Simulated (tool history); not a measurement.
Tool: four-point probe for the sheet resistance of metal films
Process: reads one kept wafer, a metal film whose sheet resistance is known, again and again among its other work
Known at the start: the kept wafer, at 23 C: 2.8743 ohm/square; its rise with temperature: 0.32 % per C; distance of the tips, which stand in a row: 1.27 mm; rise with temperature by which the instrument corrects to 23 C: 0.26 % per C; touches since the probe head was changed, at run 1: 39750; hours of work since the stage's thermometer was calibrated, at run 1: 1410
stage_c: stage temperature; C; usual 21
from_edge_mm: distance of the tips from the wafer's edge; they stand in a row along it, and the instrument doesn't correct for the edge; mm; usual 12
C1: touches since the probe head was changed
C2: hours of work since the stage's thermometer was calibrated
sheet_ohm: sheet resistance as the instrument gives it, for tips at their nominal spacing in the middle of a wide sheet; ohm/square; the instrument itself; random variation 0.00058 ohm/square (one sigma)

Run 1, hour 0.0: usual settings; C1 39750; C2 1410. Result: sheet_ohm 2.890843 ohm/square.
Run 2, hour 53.3: usual settings but stage_c 29 C; C1 41953; C2 1444. Result: sheet_ohm 2.903839 ohm/square.
Run 3, hour 101.4: usual settings but from_edge_mm 18 mm; C1 43943; C2 1474. Result: sheet_ohm 2.881831 ohm/square.
Run 4, hour 146.7: usual settings but from_edge_mm 18 mm; C1 45817; C2 1503. Result: sheet_ohm 2.881699 ohm/square.
Run 5, hour 169.9: usual settings but from_edge_mm 18 mm; C1 46773; C2 1518. Result: sheet_ohm 2.881595 ohm/square.
Run 6, hour 204.4: usual settings but from_edge_mm 18 mm; C1 48201; C2 1540. Result: sheet_ohm 2.882653 ohm/square.
Run 7, hour 246.7: usual settings but stage_c 28 C; C1 49951; C2 1566. Result: sheet_ohm 2.902543 ohm/square.
Run 8, hour 283.7: usual settings but stage_c 28 C; C1 51479; C2 1590. Result: sheet_ohm 2.902974 ohm/square.
Run 9, hour 313.1: usual settings but from_edge_mm 3 mm; C1 52693; C2 1609. Result: sheet_ohm 3.125859 ohm/square.
Run 10, hour 338.2: usual settings but from_edge_mm 3 mm; C1 53735; C2 1625. Result: sheet_ohm 3.125724 ohm/square.
Run 11, hour 380.8: usual settings but stage_c 19 C, from_edge_mm 15 mm; C1 55493; C2 1652. Result: sheet_ohm 2.883279 ohm/square.
Run 12, hour 429.9: usual settings but stage_c 19 C, from_edge_mm 15 mm; C1 57522; C2 1683. Result: sheet_ohm 2.883730 ohm/square.

Forecast each of these 4 alternatives for the next run:
Run A, hour 473.5: usual settings but stage_c 20 C, from_edge_mm 26 mm; C1 59325; C2 1711. Result: sheet_ohm ?.
Run B, hour 473.5: usual settings but stage_c 18 C, from_edge_mm 14 mm; C1 59325; C2 1711. Result: sheet_ohm ?.
Run C, hour 473.5: usual settings but stage_c 19 C; C1 59325; C2 1711. Result: sheet_ohm ?.
Run D, hour 473.5: usual settings but stage_c 35 C; C1 59325; C2 1711. Result: sheet_ohm ?.

run  sheet_ohm
  A   2.878727
  B   2.884717
  C   2.889873
  D   2.915273
Without the tool's hidden state the same runs would have given:
run  sheet_ohm
  A   2.874075
  B   2.880030
  C   2.885191
  D   2.910742
